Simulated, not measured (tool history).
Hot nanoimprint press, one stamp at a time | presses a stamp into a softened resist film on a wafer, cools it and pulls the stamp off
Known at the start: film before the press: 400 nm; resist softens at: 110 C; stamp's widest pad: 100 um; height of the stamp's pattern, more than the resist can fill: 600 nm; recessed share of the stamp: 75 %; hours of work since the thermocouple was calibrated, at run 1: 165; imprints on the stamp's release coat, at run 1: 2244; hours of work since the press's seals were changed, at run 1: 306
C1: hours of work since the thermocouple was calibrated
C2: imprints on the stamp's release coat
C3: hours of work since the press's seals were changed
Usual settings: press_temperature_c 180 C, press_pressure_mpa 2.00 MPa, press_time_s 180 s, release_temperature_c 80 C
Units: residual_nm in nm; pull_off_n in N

{"run": 1, "hour": 0.0, "press_temperature_c": 180, "press_pressure_mpa": 2.0, "press_time_s": 180, "release_temperature_c": 80, "C1": 165, "C2": 2244, "C3": 306, "residual_nm": 216.2, "pull_off_n": 146}
{"run": 2, "hour": 31.9, "press_temperature_c": 180, "press_pressure_mpa": 2.0, "press_time_s": 180, "release_temperature_c": 80, "C1": 189, "C2": 2420, "C3": 331, "residual_nm": 216.5, "pull_off_n": 148}
{"hour": 45.8, "done": "stamp cleaned and given a new release coat"}
{"run": 3, "hour": 55.4, "press_temperature_c": 180, "press_pressure_mpa": 2.0, "press_time_s": 180, "release_temperature_c": 80, "C1": 202, "C2": 53, "C3": 344, "residual_nm": 215.7, "pull_off_n": 119}
{"run": 4, "hour": 76.6, "press_temperature_c": 180, "press_pressure_mpa": 2.0, "press_time_s": 180, "release_temperature_c": 80, "C1": 218, "C2": 171, "C3": 360, "residual_nm": 215.4, "pull_off_n": 120}
{"run": 5, "hour": 98.8, "press_temperature_c": 180, "press_pressure_mpa": 2.0, "press_time_s": 180, "release_temperature_c": 88, "C1": 235, "C2": 294, "C3": 377, "residual_nm": 215.4, "pull_off_n": 104}
{"run": 6, "hour": 127.7, "press_temperature_c": 180, "press_pressure_mpa": 2.0, "press_time_s": 180, "release_temperature_c": 88, "C1": 257, "C2": 455, "C3": 399, "residual_nm": 214.2, "pull_off_n": 104}
{"run": 7, "hour": 143.5, "press_temperature_c": 180, "press_pressure_mpa": 2.0, "press_time_s": 180, "release_temperature_c": 80, "C1": 269, "C2": 542, "C3": 411, "residual_nm": 213.9, "pull_off_n": 125}
{"run": 8, "hour": 171.1, "press_temperature_c": 180, "press_pressure_mpa": 2.0, "press_time_s": 180, "release_temperature_c": 72, "C1": 290, "C2": 695, "C3": 431, "residual_nm": 214.8, "pull_off_n": 148}
{"run": 9, "hour": 206.8, "press_temperature_c": 180, "press_pressure_mpa": 2.0, "press_time_s": 180, "release_temperature_c": 72, "C1": 317, "C2": 893, "C3": 459, "residual_nm": 213.2, "pull_off_n": 154}
{"run": 10, "hour": 230.7, "press_temperature_c": 180, "press_pressure_mpa": 2.0, "press_time_s": 180, "release_temperature_c": 72, "C1": 335, "C2": 1026, "C3": 477, "residual_nm": 214.8, "pull_off_n": 158}
{"run": 11, "hour": 248.2, "press_temperature_c": 191, "press_pressure_mpa": 2.0, "press_time_s": 180, "release_temperature_c": 72, "C1": 348, "C2": 1123, "C3": 490, "residual_nm": 135.7, "pull_off_n": 159}
{"run": 12, "hour": 266.0, "press_temperature_c": 191, "press_pressure_mpa": 2.0, "press_time_s": 180, "release_temperature_c": 72, "C1": 362, "C2": 1222, "C3": 503, "residual_nm": 137.9, "pull_off_n": 159}
{"run": 13, "hour": 295.5, "press_temperature_c": 180, "press_pressure_mpa": 2.0, "press_time_s": 180, "release_temperature_c": 80, "C1": 384, "C2": 1385, "C3": 526, "residual_nm": 214.2, "pull_off_n": 133}
{"hour": 315.0, "done": "plate thermocouple calibrated"}
{"run": 14, "hour": 325.5, "press_temperature_c": 180, "press_pressure_mpa": 2.0, "press_time_s": 115, "release_temperature_c": 80, "C1": 8, "C2": 1534, "C3": 546, "residual_nm": 250.1, "pull_off_n": 141}
{"run": 15, "hour": 357.9, "press_temperature_c": 180, "press_pressure_mpa": 2.0, "press_time_s": 115, "release_temperature_c": 80, "C1": 32, "C2": 1714, "C3": 571, "residual_nm": 250.2, "pull_off_n": 144}
{"run": 16, "hour": 387.2, "press_temperature_c": 180, "press_pressure_mpa": 2.0, "press_time_s": 115, "release_temperature_c": 80, "C1": 55, "C2": 1877, "C3": 593, "residual_nm": 250.5, "pull_off_n": 146}
{"run": 17, "hour": 408.5, "press_temperature_c": 180, "press_pressure_mpa": 2.0, "press_time_s": 190, "release_temperature_c": 76, "C1": 71, "C2": 1995, "C3": 609, "residual_nm": 213.1, "pull_off_n": 156}
{"run": 18, "hour": 427.2, "press_temperature_c": 171, "press_pressure_mpa": 2.0, "press_time_s": 291, "release_temperature_c": 76, "C1": 85, "C2": 2099, "C3": 623, "residual_nm": 264.0, "pull_off_n": 167}
{"run": 19, "hour": 446.0, "press_temperature_c": 180, "press_pressure_mpa": 2.26, "press_time_s": 129, "release_temperature_c": 73, "C1": 99, "C2": 2203, "C3": 637, "residual_nm": 229.1, "pull_off_n": 170}
{"run": 20, "hour": 476.1, "press_temperature_c": 180, "press_pressure_mpa": 2.0, "press_time_s": 180, "release_temperature_c": 71, "C1": 122, "C2": 2370, "C3": 660, "residual_nm": 216.9, "pull_off_n": 184}
{"hour": 500.2, "done": "stamp cleaned and given a new release coat"}
{"run": 21, "hour": 515.3, "press_temperature_c": 180, "press_pressure_mpa": 2.0, "press_time_s": 180, "release_temperature_c": 71, "C1": 147, "C2": 84, "C3": 685, "residual_nm": 213.7, "pull_off_n": 145}
{"run": 22, "hour": 546.9, "press_temperature_c": 170, "press_pressure_mpa": 1.57, "press_time_s": 245, "release_temperature_c": 71, "C1": 171, "C2": 259, "C3": 709, "residual_nm": 302.6, "pull_off_n": 150}
{"run": 23, "hour": 579.6, "press_temperature_c": 170, "press_pressure_mpa": 1.57, "press_time_s": 245, "release_temperature_c": 71, "C1": 196, "C2": 441, "C3": 734, "residual_nm": 303.1, "pull_off_n": 147}
{"run": 24, "hour": 602.0, "press_temperature_c": 170, "press_pressure_mpa": 1.57, "press_time_s": 245, "release_temperature_c": 71, "C1": 213, "C2": 564, "C3": 751, "residual_nm": 305.0, "pull_off_n": 145}
{"run": 25, "hour": 616.5, "press_temperature_c": 169, "press_pressure_mpa": 2.0, "press_time_s": 342, "release_temperature_c": 80, "C1": 224, "C2": 645, "C3": 762, "residual_nm": 269.9, "pull_off_n": 122}
{"run": 26, "hour": 648.1, "press_temperature_c": 168, "press_pressure_mpa": 1.45, "press_time_s": 120, "release_temperature_c": 78, "C1": 248, "C2": 820, "C3": 786, "residual_nm": 356.8, "pull_off_n": 140}
{"run": 27, "hour": 683.6, "press_temperature_c": 191, "press_pressure_mpa": 1.81, "press_time_s": 120, "release_temperature_c": 78, "C1": 275, "C2": 1017, "C3": 813, "residual_nm": 168.7, "pull_off_n": 138}
{"run": 28, "hour": 714.7, "press_temperature_c": 180, "press_pressure_mpa": 2.41, "press_time_s": 180, "release_temperature_c": 80, "C1": 298, "C2": 1190, "C3": 837, "residual_nm": 196.3, "pull_off_n": 134}
{"run": 29, "hour": 750.1, "press_temperature_c": 178, "press_pressure_mpa": 2.0, "press_time_s": 244, "release_temperature_c": 80, "C1": 325, "C2": 1386, "C3": 863, "residual_nm": 207.7, "pull_off_n": 132}

The same runs without the tool's hidden state, with the same run-to-run variation:
The hidden state here: true temperature over the reading, C; pressure that arrives at the usual setting, %; grip of the stamp's worn release coat, % over a new coat's; drift of the gauge itself on residual_nm, %; drift of the gauge itself on pull_off_n, %.
run=1 residual_nm=217.3 pull_off_n=116
run=2 residual_nm=217.9 pull_off_n=116
run=3 residual_nm=217.3 pull_off_n=119
run=4 residual_nm=217.2 pull_off_n=118
run=5 residual_nm=217.4 pull_off_n=101
run=6 residual_nm=216.5 pull_off_n=100
run=7 residual_nm=216.3 pull_off_n=119
run=8 residual_nm=217.4 pull_off_n=138
run=9 residual_nm=216.2 pull_off_n=140
run=10 residual_nm=218.0 pull_off_n=142
run=11 residual_nm=137.8 pull_off_n=142
run=12 residual_nm=140.2 pull_off_n=140
run=13 residual_nm=218.0 pull_off_n=116
run=14 residual_nm=250.0 pull_off_n=120
run=15 residual_nm=250.4 pull_off_n=121
run=16 residual_nm=251.0 pull_off_n=121
run=17 residual_nm=213.8 pull_off_n=127
run=18 residual_nm=265.2 pull_off_n=135
run=19 residual_nm=230.1 pull_off_n=136
run=20 residual_nm=218.3 pull_off_n=144
run=21 residual_nm=215.4 pull_off_n=145
run=22 residual_nm=304.9 pull_off_n=147
run=23 residual_nm=305.8 pull_off_n=141
run=24 residual_nm=308.0 pull_off_n=137
run=25 residual_nm=273.3 pull_off_n=115
run=26 residual_nm=358.9 pull_off_n=130
run=27 residual_nm=171.2 pull_off_n=125
run=28 residual_nm=199.6 pull_off_n=119
run=29 residual_nm=211.9 pull_off_n=115
